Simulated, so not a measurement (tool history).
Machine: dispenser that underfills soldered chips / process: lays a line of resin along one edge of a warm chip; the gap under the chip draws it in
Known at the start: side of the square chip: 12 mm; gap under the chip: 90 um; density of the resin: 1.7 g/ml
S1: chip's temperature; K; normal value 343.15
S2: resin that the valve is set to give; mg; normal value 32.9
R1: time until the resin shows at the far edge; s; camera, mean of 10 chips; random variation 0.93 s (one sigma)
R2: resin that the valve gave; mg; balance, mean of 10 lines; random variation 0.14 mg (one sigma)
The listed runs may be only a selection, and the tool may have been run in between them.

run,day,S1,S2,R1,R2
1,0,343.15,32.9,107.1,31.26
# day 0.175: new syringe of resin
2,0.292,343.15,32.9,99.2,30.89
# day 0.575: new syringe of resin
3,0.588,343.15,36.5,88.9,34.23
4,0.725,343.15,36.5,94.3,34.4
# day 0.975: new syringe of resin
5,1.033,343.15,36.5,95.1,33.73
6,1.204,343.15,36.5,105.5,33.57
# day 1.371: new syringe of resin
7,1.483,343.15,36.5,97.7,33.54
# day 1.696: dispensing valve cleaned and set on the balance
8,1.746,343.15,32.9,111.2,32.87
# day 1.8: new syringe of resin
9,1.925,343.15,32.9,97.4,32.88
# day 2.2: new syringe of resin
10,2.262,343.15,32.9,96.3,32.52
11,2.421,343.15,32.9,106.3,32.6
# day 2.6: new syringe of resin
12,2.683,335.15,32.9,149.8,32.5
13,2.875,343.15,32.9,105,32.53
# day 2.996: new syringe of resin
14,3.2,343.15,32.9,99.7,32.35
# day 3.388: new syringe of resin
15,3.408,343.15,32.9,92.4,32.23
16,3.679,340.15,32.9,127,32.24
# day 3.792: new syringe of resin
17,3.829,340.15,32.9,116.6,32.13
18,4.029,340.15,32.9,125.8,31.95
# day 4.179: new syringe of resin
19,4.25,344.15,28.5,97.4,27.21
20,4.538,349.15,28.5,88.5,27.23
# day 4.575: new syringe of resin
21,4.788,349.15,28.5,82,27.28
# day 4.967: new syringe of resin
22,5.008,328.15,32.9,220.8,31.35
23,5.179,336.15,34.2,153.9,32.31
# day 5.367: new syringe of resin
24,5.517,330.15,34.2,207.1,32.52
# day 5.767: new syringe of resin
25,5.788,330.15,34.2,194.7,32.28
26,6.062,330.15,34.2,224.5,32.06
# day 6.162: new syringe of resin
27,6.242,342.15,39.9,103.7,37.68
28,6.5,339.15,37.1,139.4,34.83
# day 6.562: new syringe of resin
29,6.792,338.15,37.3,139.3,34.76
# day 6.971: new syringe of resin
30,6.996,345.15,38.2,85,35.41
31,7.3,333.15,32.9,192.5,30.45
# day 7.371: new syringe of resin
32,7.454,338.15,29.2,141,27
# day 7.667: dispensing valve cleaned and set on the balance
33,7.688,338.15,29.2,153.2,29.1
# day 7.817: new syringe of resin
34,7.846,334.15,30,158,30.05
35,7.983,334.15,30,172.7,30.16

3 options for the next run, each taken on its own from the tool as it stands now. Forecast them:
# day 8.204: new syringe of resin
A,8.308,345.15,39.9,?,?
# day 8.204: new syringe of resin
B,8.308,331.15,31,?,?
# day 8.204: new syringe of resin
C,8.308,343.15,42.1,?,?

run,R1,R2
A,89.6,39.71
B,197.2,30.8
C,97.4,41.71
What these runs would have given with no unlogged condition in the tool:
run,R1,R2
A,77.7,40.03
B,169.3,31.05
C,84.3,42.05
